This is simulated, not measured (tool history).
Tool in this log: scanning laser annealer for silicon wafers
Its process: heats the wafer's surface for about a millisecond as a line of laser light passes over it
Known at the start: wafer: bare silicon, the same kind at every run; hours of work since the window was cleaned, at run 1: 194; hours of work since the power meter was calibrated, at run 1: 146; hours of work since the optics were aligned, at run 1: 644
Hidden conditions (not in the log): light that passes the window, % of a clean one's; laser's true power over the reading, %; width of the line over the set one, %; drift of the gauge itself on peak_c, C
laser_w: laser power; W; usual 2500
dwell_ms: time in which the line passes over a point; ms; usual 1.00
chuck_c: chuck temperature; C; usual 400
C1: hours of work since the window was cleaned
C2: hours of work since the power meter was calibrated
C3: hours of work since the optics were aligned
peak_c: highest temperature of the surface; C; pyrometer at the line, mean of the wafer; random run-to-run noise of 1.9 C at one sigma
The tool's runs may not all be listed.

{"run": 1, "day": 0.0, "laser_w": 2500, "dwell_ms": 1.0, "chuck_c": 400, "C1": 194, "C2": 146, "C3": 644, "peak_c": 1110}
{"run": 2, "day": 0.633, "laser_w": 2500, "dwell_ms": 1.0, "chuck_c": 400, "C1": 200, "C2": 152, "C3": 651, "peak_c": 1113}
{"run": 3, "day": 1.258, "laser_w": 2656, "dwell_ms": 1.0, "chuck_c": 400, "C1": 207, "C2": 159, "C3": 657, "peak_c": 1174}
{"run": 4, "day": 2.396, "laser_w": 2656, "dwell_ms": 1.0, "chuck_c": 400, "C1": 219, "C2": 171, "C3": 669, "peak_c": 1169}
{"run": 5, "day": 2.967, "laser_w": 2500, "dwell_ms": 1.0, "chuck_c": 400, "C1": 225, "C2": 177, "C3": 675, "peak_c": 1115}
{"run": 6, "day": 3.721, "laser_w": 2500, "dwell_ms": 1.0, "chuck_c": 406, "C1": 233, "C2": 185, "C3": 683, "peak_c": 1115}
{"run": 7, "day": 4.388, "laser_w": 2500, "dwell_ms": 1.0, "chuck_c": 406, "C1": 240, "C2": 192, "C3": 690, "peak_c": 1120}
{"run": 8, "day": 5.275, "laser_w": 2500, "dwell_ms": 1.0, "chuck_c": 406, "C1": 249, "C2": 201, "C3": 699, "peak_c": 1117}
{"run": 9, "day": 6.421, "laser_w": 2141, "dwell_ms": 1.0, "chuck_c": 400, "C1": 261, "C2": 213, "C3": 711, "peak_c": 976}
{"run": 10, "day": 7.217, "laser_w": 2141, "dwell_ms": 1.0, "chuck_c": 400, "C1": 269, "C2": 222, "C3": 720, "peak_c": 979}
{"run": 11, "day": 8.008, "laser_w": 2141, "dwell_ms": 1.0, "chuck_c": 400, "C1": 278, "C2": 230, "C3": 728, "peak_c": 975}
{"run": 12, "day": 8.708, "laser_w": 2141, "dwell_ms": 1.0, "chuck_c": 400, "C1": 285, "C2": 237, "C3": 735, "peak_c": 978}
{"run": 13, "day": 9.312, "laser_w": 2141, "dwell_ms": 1.0, "chuck_c": 400, "C1": 291, "C2": 244, "C3": 742, "peak_c": 978}
{"run": 14, "day": 10.483, "laser_w": 2141, "dwell_ms": 1.0, "chuck_c": 400, "C1": 304, "C2": 256, "C3": 754, "peak_c": 976}
{"run": 15, "day": 11.483, "laser_w": 2141, "dwell_ms": 1.0, "chuck_c": 400, "C1": 314, "C2": 266, "C3": 765, "peak_c": 976}
{"run": 16, "day": 12.492, "laser_w": 2141, "dwell_ms": 1.0, "chuck_c": 400, "C1": 325, "C2": 277, "C3": 775, "peak_c": 981}
{"run": 17, "day": 13.512, "laser_w": 2141, "dwell_ms": 1.0, "chuck_c": 400, "C1": 336, "C2": 288, "C3": 786, "peak_c": 980}
{"run": 18, "day": 14.392, "laser_w": 2141, "dwell_ms": 1.0, "chuck_c": 400, "C1": 345, "C2": 297, "C3": 795, "peak_c": 978}
{"run": 19, "day": 15.154, "laser_w": 2596, "dwell_ms": 1.15, "chuck_c": 383, "C1": 353, "C2": 305, "C3": 803, "peak_c": 1188}
{"run": 20, "day": 16.279, "laser_w": 2427, "dwell_ms": 0.74, "chuck_c": 379, "C1": 365, "C2": 317, "C3": 815, "peak_c": 966}
{"run": 21, "day": 17.158, "laser_w": 2199, "dwell_ms": 0.74, "chuck_c": 431, "C1": 374, "C2": 326, "C3": 824, "peak_c": 946}
{"run": 22, "day": 17.75, "laser_w": 2581, "dwell_ms": 0.86, "chuck_c": 431, "C1": 380, "C2": 332, "C3": 830, "peak_c": 1116}
{"day": 18.85, "done": "optics aligned, line set to its width"}
{"run": 23, "day": 19.033, "laser_w": 2579, "dwell_ms": 0.87, "chuck_c": 399, "C1": 391, "C2": 343, "C3": 2, "peak_c": 1086}
{"run": 24, "day": 20.212, "laser_w": 2259, "dwell_ms": 1.0, "chuck_c": 400, "C1": 404, "C2": 356, "C3": 14, "peak_c": 1020}
{"run": 25, "day": 21.017, "laser_w": 2360, "dwell_ms": 1.0, "chuck_c": 400, "C1": 412, "C2": 364, "C3": 23, "peak_c": 1061}
{"run": 26, "day": 21.529, "laser_w": 2171, "dwell_ms": 0.94, "chuck_c": 430, "C1": 418, "C2": 370, "C3": 28, "peak_c": 1000}
{"run": 27, "day": 22.333, "laser_w": 2638, "dwell_ms": 1.23, "chuck_c": 400, "C1": 426, "C2": 378, "C3": 37, "peak_c": 1251}
{"run": 28, "day": 23.071, "laser_w": 2486, "dwell_ms": 1.0, "chuck_c": 410, "C1": 434, "C2": 386, "C3": 44, "peak_c": 1116}
{"run": 29, "day": 24.038, "laser_w": 2708, "dwell_ms": 1.0, "chuck_c": 400, "C1": 444, "C2": 396, "C3": 54, "peak_c": 1191}
{"run": 30, "day": 24.788, "laser_w": 2500, "dwell_ms": 0.71, "chuck_c": 416, "C1": 452, "C2": 404, "C3": 62, "peak_c": 1013}
{"run": 31, "day": 25.475, "laser_w": 2406, "dwell_ms": 0.85, "chuck_c": 380, "C1": 459, "C2": 411, "C3": 70, "peak_c": 1001}
{"run": 32, "day": 26.121, "laser_w": 2406, "dwell_ms": 0.85, "chuck_c": 380, "C1": 466, "C2": 418, "C3": 76, "peak_c": 1001}
{"run": 33, "day": 26.917, "laser_w": 2251, "dwell_ms": 1.0, "chuck_c": 400, "C1": 474, "C2": 426, "C3": 85, "peak_c": 1019}
{"day": 27.238, "done": "window over the wafer cleaned"}
{"run": 34, "day": 28.083, "laser_w": 2577, "dwell_ms": 0.86, "chuck_c": 421, "C1": 9, "C2": 438, "C3": 96, "peak_c": 1107}

What differs in the tool's unlogged condition from the final listed run ahead of each entry between runs to the first listed run following it?
Run 22 -> run 23: optics aligned, line set to its width (day 18.850)
  light that passes the window, % of a clean one's: 99.93 -> 99.92; width of the line over the set one, %: 0.08 -> 0
Run 33 -> run 34: window over the wafer cleaned (day 27.238)
  light that passes the window, % of a clean one's: 99.91 -> 99.99
